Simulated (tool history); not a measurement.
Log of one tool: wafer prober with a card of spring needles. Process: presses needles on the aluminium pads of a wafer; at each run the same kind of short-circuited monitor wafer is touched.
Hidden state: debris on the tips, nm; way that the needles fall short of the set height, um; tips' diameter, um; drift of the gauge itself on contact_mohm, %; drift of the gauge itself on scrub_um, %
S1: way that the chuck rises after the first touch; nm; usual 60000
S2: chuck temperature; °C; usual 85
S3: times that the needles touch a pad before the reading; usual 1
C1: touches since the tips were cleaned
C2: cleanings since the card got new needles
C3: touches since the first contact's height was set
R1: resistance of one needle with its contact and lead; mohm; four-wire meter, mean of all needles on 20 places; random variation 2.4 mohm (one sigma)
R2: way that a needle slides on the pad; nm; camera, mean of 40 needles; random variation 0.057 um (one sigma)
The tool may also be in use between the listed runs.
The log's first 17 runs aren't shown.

run   hour     S1   S2  S3    C1  C2      C3   R1     R2
     128.8  -- tips cleaned on abrasive film
 18  129.1  51000   85   3   110  26   74223  280   8960
     137.4  -- tips cleaned on abrasive film
 19  138.8  46000   79   1   405  27   77110  299   8010
 20    145  60000  119   2  2294  27   78999  312  10600
     146.1  -- tips cleaned on abrasive film
 21  153.6  60000  119   2  2273  28   81571  311  10560
       155  -- tips cleaned on abrasive film
 22  162.7  55000   44   1  2311  29   84288  330   9800
     163.7  -- tips cleaned on abrasive film
     172.3  -- tips cleaned on abrasive film
 23  173.7  60000   85   2   433  31   87562  281  10570
 24  179.8  44000  114   3  2268  31   89397  312   7600
     181.2  -- tips cleaned on abrasive film
 25  187.8  58000   85   2  1996  32   91805  306  10130
     189.7  -- tips cleaned on abrasive film
 26  192.8  64000   85   1   944  33   93278  302  11340
     198.3  -- tips cleaned on abrasive film
 27  198.5  73000   26   1    58  34   94969  260  12930
 28  206.3  48000   65   1  2438  34   97349  366   8310
     207.4  -- tips cleaned on abrasive film
 29  213.4  48000   65   1  1805  35   99446  352   8260
     216.2  -- tips cleaned on abrasive film
 30  222.5  48000   65   1  1910  36  102175  346   8310
     225.4  -- tips cleaned on abrasive film
 31  231.2  40000   85   1  1752  37  104771  388   6760
     234.5  -- tips cleaned on abrasive film
 32  237.4  56000   85   1   858  38  106622  310   9710

Forecast each of these 4 alternatives for the next run:
     243.1  -- tips cleaned on abrasive film
  A  243.4  65000  85   1  103  39  108422   ?   ?
     243.1  -- tips cleaned on abrasive film
  B  243.4  68000  85   2  103  39  108422   ?   ?
     243.1  -- tips cleaned on abrasive film
  C  243.4  61000  44   2  103  39  108422   ?   ?
     243.1  -- tips cleaned on abrasive film
  D  243.4  72000  70   3  103  39  108422   ?   ?

run   R1     R2
  A  277  11410
  B  277  11780
  C  263  10650
  D  269  12570
Without the tool's hidden state the same runs would have given:
run   R1     R2
  A  267  12190
  B  272  12560
  C  255  11440
  D  266  13350
